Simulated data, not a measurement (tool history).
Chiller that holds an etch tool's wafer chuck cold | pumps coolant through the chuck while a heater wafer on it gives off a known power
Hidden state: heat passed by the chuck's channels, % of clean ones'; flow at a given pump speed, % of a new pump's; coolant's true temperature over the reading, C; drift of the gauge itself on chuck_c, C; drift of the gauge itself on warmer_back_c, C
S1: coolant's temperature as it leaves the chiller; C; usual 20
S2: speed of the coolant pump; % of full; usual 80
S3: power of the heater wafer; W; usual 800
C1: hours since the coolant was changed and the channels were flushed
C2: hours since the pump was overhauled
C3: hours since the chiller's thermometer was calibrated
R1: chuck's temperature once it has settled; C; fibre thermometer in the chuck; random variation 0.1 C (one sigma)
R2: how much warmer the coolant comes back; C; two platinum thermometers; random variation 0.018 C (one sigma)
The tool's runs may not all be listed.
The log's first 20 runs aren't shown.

run	day	S1	S2	S3	C1	C2	C3	R1	R2
21	64.921	20	61	591	1181	2720	1341	25.3	2.16
22	67.892	18	80	649	1252	2791	1412	22.9	1.81
23	71.246	28	85	649	1333	2872	1493	32.5	1.71
# day 71.833: coolant pump overhauled
24	75.683	28	85	649	1434	92	1594	32.8	1.75
25	79.492	28	85	649	1525	184	1685	32.8	1.72
26	82.192	18	90	951	1590	249	1750	24.5	2.43
27	86.588	18	90	951	1696	354	1856	24.6	2.40
28	90.917	18	90	951	1800	458	1960	24.3	2.38
29	94.546	20	80	792	1887	545	2047	25.7	2.27
# day 96.933: coolant pump overhauled, once more
30	97.500	20	80	792	1953	14	2113	25.6	2.13
31	101.896	20	75	620	2058	119	2218	24.8	1.84
32	104.338	12	76	475	2117	178	2277	15.7	1.38
33	106.579	12	80	1055	2171	231	2331	19.8	2.87

Forecast each of these 3 alternatives for the next run:
A	110.546	12	80	839	2266	327	2426	?	?
B	110.546	18	70	853	2266	327	2426	?	?
C	110.546	15	61	732	2266	327	2426	?	?

run	R1	R2
A	18.2	2.31
B	25.0	2.67
C	21.8	2.61
Without the tool's hidden state the same runs would have given:
run	R1	R2
A	17.5	2.30
B	24.3	2.67
C	21.0	2.61

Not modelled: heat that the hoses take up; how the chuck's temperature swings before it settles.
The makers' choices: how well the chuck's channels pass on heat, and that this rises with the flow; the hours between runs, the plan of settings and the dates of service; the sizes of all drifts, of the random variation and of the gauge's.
